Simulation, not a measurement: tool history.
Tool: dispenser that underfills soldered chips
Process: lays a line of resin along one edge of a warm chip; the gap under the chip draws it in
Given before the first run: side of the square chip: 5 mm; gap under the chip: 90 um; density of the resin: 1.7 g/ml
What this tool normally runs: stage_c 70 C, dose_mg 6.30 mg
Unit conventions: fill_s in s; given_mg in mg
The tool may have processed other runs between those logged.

run  hour  stage_c  dose_mg  fill_s  given_mg
  1   0.0       70     6.30    14.7      6.14
  2   3.9       70     6.30    15.9      6.20
      5.7  -- new syringe of resin
  3   7.7       68     6.30    14.4      6.16
  4  12.5       68     6.30    16.4      6.07
     16.5  -- new syringe of resin
  5  16.5       68     6.30    14.0      6.13
  6  20.9       70     6.76    14.1      6.52
     27.2  -- new syringe of resin
  7  27.3       77     6.76     9.4      6.57
     31.4  -- dispensing valve cleaned and set on the balance
  8  33.8       77     6.76    10.9      6.67
     38.7  -- new syringe of resin
  9  39.0       79     6.30     8.1      6.34
 10  43.2       79     6.30     9.8      6.25
 11  47.3       70     7.91    15.3      7.83
     49.6  -- new syringe of resin
 12  51.9       70     7.91    13.2      7.80

The next listed run, before its measurement:
 13  55.0       80     5.64       ?         ?

fill_s: 9.4 s
given_mg: 5.57 mg
With no hidden state in the tool, this same run would have given fill_s 8.3 s, given_mg 5.64 mg.

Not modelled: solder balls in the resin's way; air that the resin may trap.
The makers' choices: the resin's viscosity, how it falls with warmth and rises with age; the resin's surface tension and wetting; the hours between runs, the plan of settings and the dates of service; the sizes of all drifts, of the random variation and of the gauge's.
